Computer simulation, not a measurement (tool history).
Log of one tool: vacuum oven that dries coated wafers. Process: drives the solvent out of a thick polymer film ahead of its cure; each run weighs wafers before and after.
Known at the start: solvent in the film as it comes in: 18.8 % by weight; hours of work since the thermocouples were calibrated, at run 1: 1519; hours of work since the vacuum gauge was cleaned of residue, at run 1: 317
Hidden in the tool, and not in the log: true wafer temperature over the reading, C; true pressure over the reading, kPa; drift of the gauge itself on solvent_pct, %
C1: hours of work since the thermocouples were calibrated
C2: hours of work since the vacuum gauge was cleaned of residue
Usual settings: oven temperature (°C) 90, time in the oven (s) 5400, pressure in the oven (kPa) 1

run 1 hour=0 | oven_temperature_(°C)=90 time_in_the_oven_(s)=5400 pressure_in_the_oven_(kPa)=1 | C1=1519 C2=317 | solvent_left_in_the_film_(%)=0.93
run 2 hour=10.9 | oven_temperature_(°C)=90 time_in_the_oven_(s)=5400 pressure_in_the_oven_(kPa)=1 | C1=1526 C2=324 | solvent_left_in_the_film_(%)=0.91
run 3 hour=21.1 | oven_temperature_(°C)=95 time_in_the_oven_(s)=5400 pressure_in_the_oven_(kPa)=1 | C1=1532 C2=331 | solvent_left_in_the_film_(%)=0.41
run 4 hour=30 | oven_temperature_(°C)=95 time_in_the_oven_(s)=5400 pressure_in_the_oven_(kPa)=1 | C1=1538 C2=337 | solvent_left_in_the_film_(%)=0.41
run 5 hour=38 | oven_temperature_(°C)=95 time_in_the_oven_(s)=5400 pressure_in_the_oven_(kPa)=1 | C1=1543 C2=342 | solvent_left_in_the_film_(%)=0.4
run 6 hour=46.5 | oven_temperature_(°C)=90 time_in_the_oven_(s)=5400 pressure_in_the_oven_(kPa)=1 | C1=1549 C2=347 | solvent_left_in_the_film_(%)=0.92
run 7 hour=52.9 | oven_temperature_(°C)=93 time_in_the_oven_(s)=5400 pressure_in_the_oven_(kPa)=1 | C1=1553 C2=352 | solvent_left_in_the_film_(%)=0.57
run 8 hour=63.2 | oven_temperature_(°C)=93 time_in_the_oven_(s)=5400 pressure_in_the_oven_(kPa)=1 | C1=1560 C2=358 | solvent_left_in_the_film_(%)=0.56
run 9 hour=73.9 | oven_temperature_(°C)=93 time_in_the_oven_(s)=5400 pressure_in_the_oven_(kPa)=1 | C1=1567 C2=365 | solvent_left_in_the_film_(%)=0.54
run 10 hour=84.1 | oven_temperature_(°C)=93 time_in_the_oven_(s)=5400 pressure_in_the_oven_(kPa)=1 | C1=1573 C2=372 | solvent_left_in_the_film_(%)=0.55
run 11 hour=96.7 | oven_temperature_(°C)=90 time_in_the_oven_(s)=5400 pressure_in_the_oven_(kPa)=3.58 | C1=1582 C2=380 | solvent_left_in_the_film_(%)=1.71
run 12 hour=104.1 | oven_temperature_(°C)=90 time_in_the_oven_(s)=5400 pressure_in_the_oven_(kPa)=3.58 | C1=1586 C2=385 | solvent_left_in_the_film_(%)=1.73
run 13 hour=114.4 | oven_temperature_(°C)=90 time_in_the_oven_(s)=5400 pressure_in_the_oven_(kPa)=3.58 | C1=1593 C2=392 | solvent_left_in_the_film_(%)=1.73
run 14 hour=120.2 | oven_temperature_(°C)=90 time_in_the_oven_(s)=5400 pressure_in_the_oven_(kPa)=3.58 | C1=1597 C2=395 | solvent_left_in_the_film_(%)=1.72
run 15 hour=125.9 | oven_temperature_(°C)=90 time_in_the_oven_(s)=9660 pressure_in_the_oven_(kPa)=1 | C1=1601 C2=399 | solvent_left_in_the_film_(%)=0.37
run 16 hour=134.7 | oven_temperature_(°C)=90 time_in_the_oven_(s)=9660 pressure_in_the_oven_(kPa)=1 | C1=1606 C2=405 | solvent_left_in_the_film_(%)=0.37
run 17 hour=143.4 | oven_temperature_(°C)=90 time_in_the_oven_(s)=9660 pressure_in_the_oven_(kPa)=1 | C1=1612 C2=411 | solvent_left_in_the_film_(%)=0.38
run 18 hour=157 | oven_temperature_(°C)=90 time_in_the_oven_(s)=9660 pressure_in_the_oven_(kPa)=1 | C1=1621 C2=419 | solvent_left_in_the_film_(%)=0.4
run 19 hour=163.8 | oven_temperature_(°C)=90 time_in_the_oven_(s)=9420 pressure_in_the_oven_(kPa)=1 | C1=1625 C2=424 | solvent_left_in_the_film_(%)=0.39
run 20 hour=174.2 | oven_temperature_(°C)=92 time_in_the_oven_(s)=4020 pressure_in_the_oven_(kPa)=0.84 | C1=1632 C2=431 | solvent_left_in_the_film_(%)=1.19
run 21 hour=185.4 | oven_temperature_(°C)=92 time_in_the_oven_(s)=7860 pressure_in_the_oven_(kPa)=0.84 | C1=1639 C2=438 | solvent_left_in_the_film_(%)=0.3
run 22 hour=191.3 | oven_temperature_(°C)=92 time_in_the_oven_(s)=7860 pressure_in_the_oven_(kPa)=0.84 | C1=1643 C2=442 | solvent_left_in_the_film_(%)=0.32
run 23 hour=198.1 | oven_temperature_(°C)=92 time_in_the_oven_(s)=3180 pressure_in_the_oven_(kPa)=2.5 | C1=1648 C2=446 | solvent_left_in_the_film_(%)=2.35
run 24 hour=208.7 | oven_temperature_(°C)=80 time_in_the_oven_(s)=3120 pressure_in_the_oven_(kPa)=3.52 | C1=1654 C2=453 | solvent_left_in_the_film_(%)=7.5
run 25 hour=218.2 | oven_temperature_(°C)=88 time_in_the_oven_(s)=3120 pressure_in_the_oven_(kPa)=2.93 | C1=1661 C2=459 | solvent_left_in_the_film_(%)=3.91
run 26 hour=227.4 | oven_temperature_(°C)=102 time_in_the_oven_(s)=6060 pressure_in_the_oven_(kPa)=2.94 | C1=1667 C2=465 | solvent_left_in_the_film_(%)=0.6
run 27 hour=233.4 | oven_temperature_(°C)=104 time_in_the_oven_(s)=4380 pressure_in_the_oven_(kPa)=1.66 | C1=1671 C2=469 | solvent_left_in_the_film_(%)=0.33
run 28 hour=245.6 | oven_temperature_(°C)=90 time_in_the_oven_(s)=7920 pressure_in_the_oven_(kPa)=1.58 | C1=1678 C2=477 | solvent_left_in_the_film_(%)=0.65
run 29 hour=258.5 | oven_temperature_(°C)=90 time_in_the_oven_(s)=5400 pressure_in_the_oven_(kPa)=1.34 | C1=1687 C2=485 | solvent_left_in_the_film_(%)=1.03
run 30 hour=264.4 | oven_temperature_(°C)=90 time_in_the_oven_(s)=4380 pressure_in_the_oven_(kPa)=1.34 | C1=1691 C2=489 | solvent_left_in_the_film_(%)=1.52
-- hour=270.4 oven's thermocouples calibrated
run 31 hour=274.2 | oven_temperature_(°C)=90 time_in_the_oven_(s)=4380 pressure_in_the_oven_(kPa)=1.34 | C1=3 C2=494 | solvent_left_in_the_film_(%)=1.52
run 32 hour=280.3 | oven_temperature_(°C)=90 time_in_the_oven_(s)=4380 pressure_in_the_oven_(kPa)=1.34 | C1=6 C2=498 | solvent_left_in_the_film_(%)=1.52
run 33 hour=289.1 | oven_temperature_(°C)=90 time_in_the_oven_(s)=4380 pressure_in_the_oven_(kPa)=1.34 | C1=12 C2=504 | solvent_left_in_the_film_(%)=1.54
run 34 hour=298.7 | oven_temperature_(°C)=93 time_in_the_oven_(s)=4860 pressure_in_the_oven_(kPa)=0.71 | C1=18 C2=510 | solvent_left_in_the_film_(%)=0.59
run 35 hour=304.4 | oven_temperature_(°C)=83 time_in_the_oven_(s)=6780 pressure_in_the_oven_(kPa)=3.33 | C1=22 C2=514 | solvent_left_in_the_film_(%)=2.73
run 36 hour=317.4 | oven_temperature_(°C)=91 time_in_the_oven_(s)=2940 pressure_in_the_oven_(kPa)=1 | C1=31 C2=523 | solvent_left_in_the_film_(%)=2.56
run 37 hour=328.7 | oven_temperature_(°C)=81 time_in_the_oven_(s)=4920 pressure_in_the_oven_(kPa)=0.89 | C1=38 C2=530 | solvent_left_in_the_film_(%)=3.81

Hidden state at the last listed run before each entry between runs and at the first one after, where it differs:
Between runs 30 and 31: oven's thermocouples calibrated (hour 270.4)
  true wafer temperature over the reading, C: 0.02 -> 0

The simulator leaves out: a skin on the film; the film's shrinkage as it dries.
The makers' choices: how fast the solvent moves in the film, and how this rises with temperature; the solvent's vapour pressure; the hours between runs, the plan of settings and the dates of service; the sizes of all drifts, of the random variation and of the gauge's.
